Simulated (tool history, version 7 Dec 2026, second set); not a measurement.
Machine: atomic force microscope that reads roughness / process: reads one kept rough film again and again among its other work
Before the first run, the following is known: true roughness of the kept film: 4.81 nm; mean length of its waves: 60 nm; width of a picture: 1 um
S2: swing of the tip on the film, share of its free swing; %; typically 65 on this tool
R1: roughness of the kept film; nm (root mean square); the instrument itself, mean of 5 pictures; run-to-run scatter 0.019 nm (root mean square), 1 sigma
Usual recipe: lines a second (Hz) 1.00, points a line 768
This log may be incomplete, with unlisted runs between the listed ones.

run 1 hour=0.0 | lines_a_second_(Hz)=1.00 S2=65 points_a_line=768 | R1=4.425
run 2 hour=28.0 | lines_a_second_(Hz)=1.00 S2=65 points_a_line=768 | R1=4.288
-- hour=50.8 new tip fitted
run 3 hour=50.8 | lines_a_second_(Hz)=1.00 S2=65 points_a_line=768 | R1=4.582
run 4 hour=79.0 | lines_a_second_(Hz)=1.00 S2=65 points_a_line=768 | R1=4.485
run 5 hour=120.0 | lines_a_second_(Hz)=1.00 S2=65 points_a_line=768 | R1=4.300
-- hour=149.4 new tip fitted
run 6 hour=170.6 | lines_a_second_(Hz)=1.00 S2=65 points_a_line=768 | R1=4.520
run 7 hour=216.8 | lines_a_second_(Hz)=1.00 S2=65 points_a_line=435 | R1=4.321
-- hour=250.1 new tip fitted
run 8 hour=252.0 | lines_a_second_(Hz)=1.00 S2=65 points_a_line=435 | R1=4.586
run 9 hour=302.9 | lines_a_second_(Hz)=1.00 S2=65 points_a_line=446 | R1=4.390
-- hour=347.6 new tip fitted
run 10 hour=348.9 | lines_a_second_(Hz)=1.00 S2=65 points_a_line=446 | R1=4.582
run 11 hour=394.3 | lines_a_second_(Hz)=1.00 S2=61 points_a_line=768 | R1=4.408
run 12 hour=432.2 | lines_a_second_(Hz)=1.00 S2=61 points_a_line=768 | R1=4.269
-- hour=448.1 new tip fitted
run 13 hour=456.3 | lines_a_second_(Hz)=1.00 S2=61 points_a_line=768 | R1=4.590
run 14 hour=494.7 | lines_a_second_(Hz)=1.00 S2=61 points_a_line=768 | R1=4.421
run 15 hour=532.2 | lines_a_second_(Hz)=1.00 S2=61 points_a_line=768 | R1=4.299
-- hour=548.0 new tip fitted
run 16 hour=566.0 | lines_a_second_(Hz)=0.53 S2=65 points_a_line=768 | R1=4.564
run 17 hour=614.3 | lines_a_second_(Hz)=1.00 S2=65 points_a_line=768 | R1=4.354
run 18 hour=635.8 | lines_a_second_(Hz)=1.00 S2=65 points_a_line=768 | R1=4.273
-- hour=649.1 new tip fitted
run 19 hour=663.0 | lines_a_second_(Hz)=1.00 S2=65 points_a_line=768 | R1=4.521
run 20 hour=712.6 | lines_a_second_(Hz)=1.00 S2=65 points_a_line=768 | R1=4.369
run 21 hour=737.1 | lines_a_second_(Hz)=1.00 S2=65 points_a_line=768 | R1=4.248
-- hour=749.8 new tip fitted
run 22 hour=765.8 | lines_a_second_(Hz)=1.00 S2=65 points_a_line=768 | R1=4.539
run 23 hour=788.4 | lines_a_second_(Hz)=1.00 S2=65 points_a_line=768 | R1=4.443
run 24 hour=811.7 | lines_a_second_(Hz)=1.00 S2=70 points_a_line=768 | R1=4.325
run 25 hour=842.9 | lines_a_second_(Hz)=1.00 S2=70 points_a_line=768 | R1=4.190
-- hour=848.5 new tip fitted
run 26 hour=880.0 | lines_a_second_(Hz)=1.00 S2=70 points_a_line=768 | R1=4.477
run 27 hour=902.8 | lines_a_second_(Hz)=1.94 S2=74 points_a_line=1017 | R1=4.247
run 28 hour=940.1 | lines_a_second_(Hz)=1.94 S2=74 points_a_line=1017 | R1=4.128

The next listed run, before its measurement:
-- hour=948.7 new tip fitted
run 29 hour=965.4 | lines_a_second_(Hz)=1.94 S2=74 points_a_line=1017 | R1=?

{"run 29": {"R1": 4.395}}
With no hidden state in the tool, this same run would have given R1 4.424 nm (root mean square).

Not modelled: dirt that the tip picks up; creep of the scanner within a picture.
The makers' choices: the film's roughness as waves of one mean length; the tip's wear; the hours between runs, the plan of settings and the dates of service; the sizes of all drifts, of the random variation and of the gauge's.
